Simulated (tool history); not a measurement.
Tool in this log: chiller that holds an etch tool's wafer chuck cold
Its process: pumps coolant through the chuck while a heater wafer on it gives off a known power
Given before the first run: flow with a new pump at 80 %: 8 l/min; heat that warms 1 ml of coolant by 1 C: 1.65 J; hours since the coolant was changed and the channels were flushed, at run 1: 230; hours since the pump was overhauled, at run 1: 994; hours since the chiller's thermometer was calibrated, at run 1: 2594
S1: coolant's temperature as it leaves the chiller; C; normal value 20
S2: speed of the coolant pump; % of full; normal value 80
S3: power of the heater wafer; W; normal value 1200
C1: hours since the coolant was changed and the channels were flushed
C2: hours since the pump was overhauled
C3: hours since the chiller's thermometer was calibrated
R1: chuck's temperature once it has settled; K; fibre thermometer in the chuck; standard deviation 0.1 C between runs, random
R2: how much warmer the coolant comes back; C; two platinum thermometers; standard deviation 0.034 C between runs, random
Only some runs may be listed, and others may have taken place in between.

run 1 day=0 | S1=20 S2=80 S3=1200 | C1=230 C2=994 C3=2594 | R1=303.75 R2=5.46
run 2 day=0.9 | S1=20 S2=68 S3=1200 | C1=252 C2=1016 C3=2616 | R1=305.15 R2=6.57
run 3 day=2.321 | S1=20 S2=68 S3=1200 | C1=286 C2=1050 C3=2650 | R1=305.35 R2=6.53
run 4 day=3.912 | S1=20 S2=68 S3=1200 | C1=324 C2=1088 C3=2688 | R1=305.55 R2=6.56
run 5 day=5.129 | S1=20 S2=68 S3=1200 | C1=353 C2=1117 C3=2718 | R1=305.25 R2=6.53
run 6 day=5.925 | S1=20 S2=68 S3=1200 | C1=372 C2=1137 C3=2737 | R1=305.35 R2=6.58
run 7 day=7.254 | S1=20 S2=80 S3=1200 | C1=404 C2=1168 C3=2769 | R1=303.75 R2=5.51
run 8 day=8.192 | S1=20 S2=80 S3=1200 | C1=427 C2=1191 C3=2791 | R1=303.85 R2=5.45
run 9 day=8.867 | S1=20 S2=80 S3=1200 | C1=443 C2=1207 C3=2807 | R1=303.75 R2=5.48
run 10 day=10.154 | S1=20 S2=80 S3=1594 | C1=474 C2=1238 C3=2838 | R1=307.25 R2=7.24
run 11 day=10.904 | S1=20 S2=80 S3=1594 | C1=492 C2=1256 C3=2856 | R1=307.35 R2=7.31
run 12 day=11.921 | S1=20 S2=80 S3=1200 | C1=516 C2=1280 C3=2880 | R1=303.85 R2=5.41
run 13 day=12.946 | S1=13 S2=90 S3=1434 | C1=541 C2=1305 C3=2905 | R1=297.75 R2=5.77
run 14 day=14.058 | S1=19 S2=67 S3=923 | C1=568 C2=1332 C3=2932 | R1=301.75 R2=5.14
run 15 day=14.908 | S1=19 S2=67 S3=923 | C1=588 C2=1352 C3=2952 | R1=301.65 R2=5.18
run 16 day=15.95 | S1=19 S2=67 S3=923 | C1=613 C2=1377 C3=2977 | R1=301.65 R2=5.08
run 17 day=16.658 | S1=16 S2=80 S3=1200 | C1=630 C2=1394 C3=2994 | R1=299.85 R2=5.4
run 18 day=17.696 | S1=18 S2=66 S3=1247 | C1=655 C2=1419 C3=3019 | R1=304.15 R2=7.08
run 19 day=18.571 | S1=18 S2=66 S3=1247 | C1=676 C2=1440 C3=3040 | R1=304.05 R2=6.95
run 20 day=20 | S1=18 S2=66 S3=1247 | C1=710 C2=1474 C3=3074 | R1=304.25 R2=7.01
run 21 day=21.046 | S1=22 S2=84 S3=1323 | C1=735 C2=1499 C3=3100 | R1=306.45 R2=5.72
run 22 day=22.221 | S1=12 S2=67 S3=684 | C1=764 C2=1528 C3=3128 | R1=291.95 R2=3.84
run 23 day=23.758 | S1=10 S2=80 S3=1200 | C1=801 C2=1565 C3=3165 | R1=293.75 R2=5.51
run 24 day=24.825 | S1=25 S2=80 S3=1200 | C1=826 C2=1590 C3=3190 | R1=308.85 R2=5.43

Predict each of these 3 candidate next runs independently; none follows another, all start after run 24:
run A day=26.046 | S1=25 S2=79 S3=1079 | C1=855 C2=1619 C3=3220 | R1=? R2=?
run B day=26.046 | S1=19 S2=80 S3=1653 | C1=855 C2=1619 C3=3220 | R1=? R2=?
run C day=26.046 | S1=10 S2=80 S3=1049 | C1=855 C2=1619 C3=3220 | R1=? R2=?

run=A R1=307.85 R2=4.93
run=B R1=306.85 R2=7.57
run=C R1=292.65 R2=4.75
Without the tool's unlogged condition, the same runs would have read:
run=A R1=307.85 R2=4.92
run=B R1=306.85 R2=7.56
run=C R1=292.55 R2=4.75
